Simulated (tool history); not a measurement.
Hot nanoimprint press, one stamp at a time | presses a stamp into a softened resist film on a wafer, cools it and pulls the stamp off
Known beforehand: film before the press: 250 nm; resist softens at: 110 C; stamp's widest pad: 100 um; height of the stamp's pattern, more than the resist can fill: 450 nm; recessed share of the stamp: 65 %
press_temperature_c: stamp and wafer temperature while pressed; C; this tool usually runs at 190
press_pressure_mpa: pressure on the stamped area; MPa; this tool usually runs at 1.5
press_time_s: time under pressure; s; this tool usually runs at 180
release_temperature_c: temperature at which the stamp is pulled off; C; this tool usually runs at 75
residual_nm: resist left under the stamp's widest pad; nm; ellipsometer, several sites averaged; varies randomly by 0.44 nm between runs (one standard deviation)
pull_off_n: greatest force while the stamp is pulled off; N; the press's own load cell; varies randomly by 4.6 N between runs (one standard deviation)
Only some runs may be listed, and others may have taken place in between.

run     day  press_temperature_c  press_pressure_mpa  press_time_s  release_temperature_c  residual_nm  pull_off_n
  1       0                  190                 1.5           180                     75         90.5         217
  2   0.954                  182                 1.5           180                     75        112.5         225
  3   1.942                  182                 1.5           180                     75        111.7         225
  4   2.946                  182                 1.5           180                     75        112.4         216
  5    3.95                  182                 1.5           180                     75        112.1         226
  6   4.829                  198                 1.5           180                     75         73.3         225
  7   5.946                  198                1.91           180                     75         64.7         229
  8   7.067                  198                1.91           180                     75         64.2         232
  9   7.858                  197                1.91           180                     75         65.7         221
 10   8.746                  197                1.91           180                     75         66.1         222
 11   9.583                  190                 1.5           155                     75         95.7         224
 12  10.242                  190                 1.5           155                     75         95.2         230
 13  10.879                  190                0.95           180                     75        110.3         221
 14  11.917                  190                 1.5           291                     75         72.6         227
 15  12.596                  190                 1.5           291                     75         72.7         225
 16  13.821                  190                 1.5           268                     60         76.1         304
 17  14.738                  185                1.67           268                     83         82.1         170
 18  15.458                  183                 1.5           180                     82        107.6         188
 19  16.442                  192                 1.5           138                     75         94.3         233
 20  17.079                  192                 1.5           138                     75         93.3         231

Estimate the outcome of run 21 from the log above:
 21  17.958                  192                 1.5           114                     74            ?           ?

Run 21 produced residual_nm 101 nm, pull_off_n 236 N.
Were there no unlogged condition in the tool, this run, its random variation unchanged, would have produced residual_nm 102.8 nm, pull_off_n 231 N.
